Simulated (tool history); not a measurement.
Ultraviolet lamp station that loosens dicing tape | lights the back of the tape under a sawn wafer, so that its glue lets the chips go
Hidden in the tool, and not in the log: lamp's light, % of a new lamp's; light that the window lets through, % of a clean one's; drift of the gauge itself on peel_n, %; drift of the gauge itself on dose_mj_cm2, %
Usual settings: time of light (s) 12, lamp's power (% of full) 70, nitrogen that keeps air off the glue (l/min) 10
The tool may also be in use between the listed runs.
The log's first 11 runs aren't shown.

run   hour  time of light (s)  lamp's power (% of full)  nitrogen that keeps air off the glue (l/min)  hours of work of the lamp  hours of work since the window was cleaned  force that peels the tape off (N)  light that reached the tape (mJ/cm2)
 12  114.3                  7                        70                                            10                        405                                         251                              3.286                                   108
 13  127.1                  7                        70                                            10                        413                                         259                              3.464                                   106
 14  141.7                 12                        70                                            10                        422                                         268                              1.745                                   177
 15  149.7                 12                        70                                            10                        427                                         273                              1.739                                   177
 16  157.4                 12                        70                                            10                        432                                         278                              1.725                                   176
 17  171.3                 12                        70                                            10                        441                                         287                              1.726                                   172
 18  182.9                 12                        70                                            10                        448                                         294                              1.761                                   176
 19  189.5                 12                        70                                            10                        452                                         298                              1.727                                   176
 20  197.9                 12                        70                                            10                        458                                         303                              1.773                                   176
 21  214.2                 12                        70                                            10                        468                                         313                              1.812                                   174
 22  225.4                 12                        70                                            10                        475                                         320                              1.773                                   173
 23  237.8                 21                        70                                             5                        483                                         328                              1.064                                   301
 24  248.2                 12                        69                                            10                        489                                         335                              1.825                                   171

Run 25 comes next. What will it give?
 25   261                  9                        79                                             6                        497                                         343                                  ?                                     ?

{"run 25": {"force that peels the tape off (N)": 2.929, "light that reached the tape (mJ/cm2)": 146}}
Without the tool's hidden state the same run would have given force that peels the tape off (N) 2.257, light that reached the tape (mJ/cm2) 180.

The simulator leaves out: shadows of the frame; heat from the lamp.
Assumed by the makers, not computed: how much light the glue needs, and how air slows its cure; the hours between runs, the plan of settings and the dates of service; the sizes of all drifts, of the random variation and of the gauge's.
